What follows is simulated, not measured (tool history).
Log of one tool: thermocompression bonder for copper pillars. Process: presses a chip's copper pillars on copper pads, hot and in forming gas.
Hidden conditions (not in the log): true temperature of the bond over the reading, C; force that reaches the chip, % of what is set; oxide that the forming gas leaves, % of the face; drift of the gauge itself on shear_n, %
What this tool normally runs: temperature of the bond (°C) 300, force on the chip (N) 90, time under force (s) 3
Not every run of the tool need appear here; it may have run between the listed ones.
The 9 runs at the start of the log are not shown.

run   hour  temperature of the bond (°C)  force on the chip (N)  time under force (s)  hours of work since the heater was calibrated  hours of work since the force cell was calibrated  hours of work since the gas filter was changed  force that shears a chip off (N)
 10  135.4                           300                     90                     3                                            292                                                602                                              78                              84.2
 11  146.6                           300                     90                     3                                            299                                                609                                              85                              83.1
 12  167.8                           300                     90                     3                                            311                                                621                                              97                              83.5
 13  183.9                           300                     90                     3                                            320                                                630                                             106                              82.1
     188.0  -- forming gas filter changed
 14  200.0                           300                     90                     3                                            329                                                639                                               7                              88.0
 15  222.9                           300                     90                     3                                            342                                                652                                              20                              87.0
 16  240.6                           300                     90                     3                                            353                                                663                                              30                              86.0
 17  253.4                           296                     90                     3                                            360                                                670                                              38                              82.3
 18  265.5                           300                     90                     3                                            367                                                677                                              45                              84.8
 19  277.6                           318                     57                     2                                            374                                                684                                              52                              64.8
 20  295.9                           312                     99                     2                                            384                                                694                                              62                              92.3
 21  317.0                           307                     99                     2                                            397                                                707                                              74                              87.2
 22  339.7                           308                    126                     2                                            410                                                720                                              87                             101.8
 23  354.1                           276                     75                     4                                            418                                                728                                              96                              56.0
 24  373.0                           276                     69                     4                                            429                                                739                                             106                              51.2
     377.0  -- forming gas filter changed
 25  393.4                           276                     69                     4                                            440                                                750                                               9                              54.7
 26  404.6                           300                     90                     5                                            447                                                757                                              16                             100.6
 27  416.0                           300                     61                     3                                            453                                                763                                              22                              63.0
 28  431.2                           300                     61                     3                                            462                                                772                                              31                              62.3
 29  440.9                           329                     90                     3                                            468                                                777                                              37                             111.0
 30  458.1                           329                     90                     3                                            477                                                787                                              47                             111.0
 31  474.2                           313                     90                     2                                            487                                                797                                              56                              86.4
 32  487.0                           313                     90                     2                                            494                                                804                                              63                              86.4
 33  498.5                           313                     90                     2                                            501                                                811                                              70                              86.4

Predict each of these 3 candidate next runs independently; none follows another, all start after run 33:
  A  521.9                           302                     90                     3                                            514                                                824                                              83                                 ?
  B  521.9                           294                     66                     3                                            514                                                824                                              83                                 ?
  C  521.9                           321                     79                     9                                            514                                                824                                              83                                 ?

run  force that shears a chip off (N)
  A                              84.5
  B                              58.2
  C                             118.0
Stripped of hidden state, with their random variation kept, the same runs would have yielded:
run  force that shears a chip off (N)
  A                              92.5
  B                              64.4
  C                             126.8

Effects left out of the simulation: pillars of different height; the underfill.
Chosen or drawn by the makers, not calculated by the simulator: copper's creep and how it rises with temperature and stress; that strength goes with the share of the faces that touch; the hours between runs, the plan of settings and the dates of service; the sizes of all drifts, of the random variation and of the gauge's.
